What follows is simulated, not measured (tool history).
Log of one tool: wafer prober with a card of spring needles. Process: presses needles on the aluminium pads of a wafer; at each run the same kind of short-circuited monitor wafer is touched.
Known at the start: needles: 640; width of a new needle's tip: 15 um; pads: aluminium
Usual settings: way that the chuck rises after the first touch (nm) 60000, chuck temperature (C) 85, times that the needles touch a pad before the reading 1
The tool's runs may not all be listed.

run	hour	way that the chuck rises after the first touch (nm)	chuck temperature (C)	times that the needles touch a pad before the reading	resistance of one needle with its contact and lead (mohm)	way that a needle slides on the pad (nm)
1	0	60000	85	1	179	7860
2	101.5	54000	85	1	183	7190
3	154.2	54000	85	1	181	7190
4	223.3	67000	85	1	182	8860
5	273.3	67000	85	1	178	8730
6	320	67000	85	1	180	8870
7	424.2	67000	85	1	180	8960
8	474.1	67000	109	1	182	9010
9	544.9	67000	109	1	185	8800
10	636.8	67000	109	1	183	8830
11	711.6	67000	109	1	184	8780
12	815.2	67000	109	1	182	8810
13	896.3	67000	109	1	183	8870
14	959.1	74000	53	1	171	9800
15	1005.2	60000	27	1	170	7880
16	1054.9	60000	27	1	169	7930
17	1104.7	55000	85	3	182	7350
18	1178.3	53000	57	1	178	7150
19	1241.3	56000	25	1	169	7460
20	1293.3	56000	25	1	166	7370

Taken out of this log: 138 entries between the listed runs. Where each belongs, and how the hidden state differs across it:
Between runs 1 and 2: tips cleaned on abrasive film (hour 4.1); tips cleaned on abrasive film (hour 14.2); height of the first contact set anew (hour 20.5); tips cleaned on abrasive film (hour 24.6); tips cleaned on abrasive film (hour 34.8); tips cleaned on abrasive film (hour 44.9); tips cleaned on abrasive film (hour 55); tips cleaned on abrasive film (hour 63.1); tips cleaned on abrasive film (hour 73.2); tips cleaned on abrasive film (hour 83.4); tips cleaned on abrasive film (hour 93.5)
  debris on the tips, nm: 0.5 -> 0.7; way that the needles fall short of the set height, um: 0.04 -> 0.01
Between runs 2 and 3: tips cleaned on abrasive film (hour 103.6); tips cleaned on abrasive film (hour 113.7); tips cleaned on abrasive film (hour 123.8); tips cleaned on abrasive film (hour 133.9); tips cleaned on abrasive film (hour 144.1); tips cleaned on abrasive film (hour 154.2)
  debris on the tips, nm: 0.7 -> 0.1
Between runs 3 and 4: tips cleaned on abrasive film (hour 162.4); tips cleaned on abrasive film (hour 170.5); tips cleaned on abrasive film (hour 180.6); tips cleaned on abrasive film (hour 190.7); tips cleaned on abrasive film (hour 200.9); tips cleaned on abrasive film (hour 209); tips cleaned on abrasive film (hour 219.1)
  debris on the tips, nm: 0.1 -> 0.5; way that the needles fall short of the set height, um: 0.01 -> 0.02; tips' diameter, um: 15.04 -> 15.05
Between runs 4 and 5: tips cleaned on abrasive film (hour 227.4); tips cleaned on abrasive film (hour 237.5); tips cleaned on abrasive film (hour 247.6); tips cleaned on abrasive film (hour 257.7); tips cleaned on abrasive film (hour 267.9)
  debris on the tips, nm: 0.5 -> 0.6
Between runs 5 and 6: tips cleaned on abrasive film (hour 277.4); tips cleaned on abrasive film (hour 287.5); tips cleaned on abrasive film (hour 295.6); tips cleaned on abrasive film (hour 305.8); tips cleaned on abrasive film (hour 315.9)
  debris on the tips, nm: 0.6 -> 0.5; way that the needles fall short of the set height, um: 0.02 -> 0.03
Between runs 6 and 7: tips cleaned on abrasive film (hour 324.1); tips cleaned on abrasive film (hour 334.2); tips cleaned on abrasive film (hour 344.3); tips cleaned on abrasive film (hour 352.5); tips cleaned on abrasive film (hour 362.6); tips cleaned on abrasive film (hour 372.7); tips cleaned on abrasive film (hour 382.8); tips cleaned on abrasive film (hour 392.9); tips cleaned on abrasive film (hour 403.1); tips cleaned on abrasive film (hour 413.2); tips cleaned on abrasive film (hour 423.3)
  debris on the tips, nm: 0.5 -> 0.1; way that the needles fall short of the set height, um: 0.03 -> 0.04
Between runs 7 and 8: tips cleaned on abrasive film (hour 432.3); height of the first contact set anew (hour 440.7); tips cleaned on abrasive film (hour 442.8); tips cleaned on abrasive film (hour 452.9); tips cleaned on abrasive film (hour 463); tips cleaned on abrasive film (hour 471.1)
  debris on the tips, nm: 0.1 -> 0.4; way that the needles fall short of the set height, um: 0.04 -> 0
Between runs 8 and 9: tips cleaned on abrasive film (hour 480.2); tips cleaned on abrasive film (hour 490.3); tips cleaned on abrasive film (hour 500.4); tips cleaned on abrasive film (hour 510.6); tips cleaned on abrasive film (hour 520.7); tips cleaned on abrasive film (hour 528.8); tips cleaned on abrasive film (hour 538.9)
  debris on the tips, nm: 0.4 -> 0.6; way that the needles fall short of the set height, um: 0 -> 0.01; tips' diameter, um: 15.05 -> 15.06
Between runs 9 and 10: tips cleaned on abrasive film (hour 548.5); tips cleaned on abrasive film (hour 558.7); tips cleaned on abrasive film (hour 568.8); tips cleaned on abrasive film (hour 578.9); tips cleaned on abrasive film (hour 589); tips cleaned on abrasive film (hour 599.1); tips cleaned on abrasive film (hour 609.3); tips cleaned on abrasive film (hour 619.4); tips cleaned on abrasive film (hour 629.5)
  debris on the tips, nm: 0.6 -> 0.7; way that the needles fall short of the set height, um: 0.01 -> 0.02
Between runs 10 and 11: tips cleaned on abrasive film (hour 638.9); tips cleaned on abrasive film (hour 649); tips cleaned on abrasive film (hour 659.1); tips cleaned on abrasive film (hour 669.2); tips cleaned on abrasive film (hour 679.3); tips cleaned on abrasive film (hour 689.4); tips cleaned on abrasive film (hour 697.6); tips cleaned on abrasive film (hour 707.7)
  debris on the tips, nm: 0.7 -> 0.5
Between runs 11 and 12: tips cleaned on abrasive film (hour 717.7); tips cleaned on abrasive film (hour 727.8); tips cleaned on abrasive film (hour 738); tips cleaned on abrasive film (hour 746.1); tips cleaned on abrasive film (hour 756.2); tips cleaned on abrasive film (hour 766.3); tips cleaned on abrasive film (hour 776.4); tips cleaned on abrasive film (hour 786.6); tips cleaned on abrasive film (hour 796.7); tips cleaned on abrasive film (hour 806.8); tips cleaned on abrasive film (hour 815.2)
  debris on the tips, nm: 0.5 -> 0; way that the needles fall short of the set height, um: 0.02 -> 0.03
Between runs 12 and 13: tips cleaned on abrasive film (hour 825.3); tips cleaned on abrasive film (hour 835.4); tips cleaned on abrasive film (hour 845.5); tips cleaned on abrasive film (hour 855.6); height of the first contact set anew (hour 862); tips cleaned on abrasive film (hour 866.1); tips cleaned on abrasive film (hour 876.2); tips cleaned on abrasive film (hour 886.3); tips cleaned on abrasive film (hour 894.4)
  debris on the tips, nm: 0 -> 0.3; way that the needles fall short of the set height, um: 0.03 -> 0; tips' diameter, um: 15.06 -> 15.07
Between runs 13 and 14: tips cleaned on abrasive film (hour 904.4); tips cleaned on abrasive film (hour 914.5); tips cleaned on abrasive film (hour 922.7); tips cleaned on abrasive film (hour 932.8); tips cleaned on abrasive film (hour 940.9); tips cleaned on abrasive film (hour 949); tips cleaned on abrasive film (hour 959.1)
  debris on the tips, nm: 0.3 -> 0; way that the needles fall short of the set height, um: 0 -> 0.01
Between runs 14 and 15: tips cleaned on abrasive film (hour 969.2); tips cleaned on abrasive film (hour 977.3); tips cleaned on abrasive film (hour 987.4); tips cleaned on abrasive film (hour 997.5)
  debris on the tips, nm: 0 -> 0.6
Between runs 15 and 16: tips cleaned on abrasive film (hour 1007.3); tips cleaned on abrasive film (hour 1015.4); tips cleaned on abrasive film (hour 1025.6); tips cleaned on abrasive film (hour 1033.7); tips cleaned on abrasive film (hour 1043.8); tips cleaned on abrasive film (hour 1051.9)
  debris on the tips, nm: 0.6 -> 0.4; way that the needles fall short of the set height, um: 0.01 -> 0.02
Between runs 16 and 17: tips cleaned on abrasive film (hour 1061.1); tips cleaned on abrasive film (hour 1069.2); tips cleaned on abrasive film (hour 1079.3); tips cleaned on abrasive film (hour 1087.4); tips cleaned on abrasive film (hour 1097.5)
  debris on the tips, nm: 0.4 -> 0.7
Between runs 17 and 18: tips cleaned on abrasive film (hour 1106.8); tips cleaned on abrasive film (hour 1116.9); tips cleaned on abrasive film (hour 1127); tips cleaned on abrasive film (hour 1137.1); tips cleaned on abrasive film (hour 1145.2); tips cleaned on abrasive film (hour 1155.4); tips cleaned on abrasive film (hour 1165.5); tips cleaned on abrasive film (hour 1175.6)
  debris on the tips, nm: 0.7 -> 0.4; way that the needles fall short of the set height, um: 0.02 -> 0.03; tips' diameter, um: 15.07 -> 15.08
Between runs 18 and 19: tips cleaned on abrasive film (hour 1184.5); tips cleaned on abrasive film (hour 1192.6); tips cleaned on abrasive film (hour 1202.7); tips cleaned on abrasive film (hour 1210.8); tips cleaned on abrasive film (hour 1220.9); tips cleaned on abrasive film (hour 1231); tips cleaned on abrasive film (hour 1241.2)
  debris on the tips, nm: 0.4 -> 0.1; way that the needles fall short of the set height, um: 0.03 -> 0.04
Between runs 19 and 20: tips cleaned on abrasive film (hour 1249.4); tips cleaned on abrasive film (hour 1259.5); tips cleaned on abrasive film (hour 1269.6); tips cleaned on abrasive film (hour 1279.8); height of the first contact set anew (hour 1282.1); tips cleaned on abrasive film (hour 1290.2)
  debris on the tips, nm: 0.1 -> 0.4; way that the needles fall short of the set height, um: 0.04 -> 0
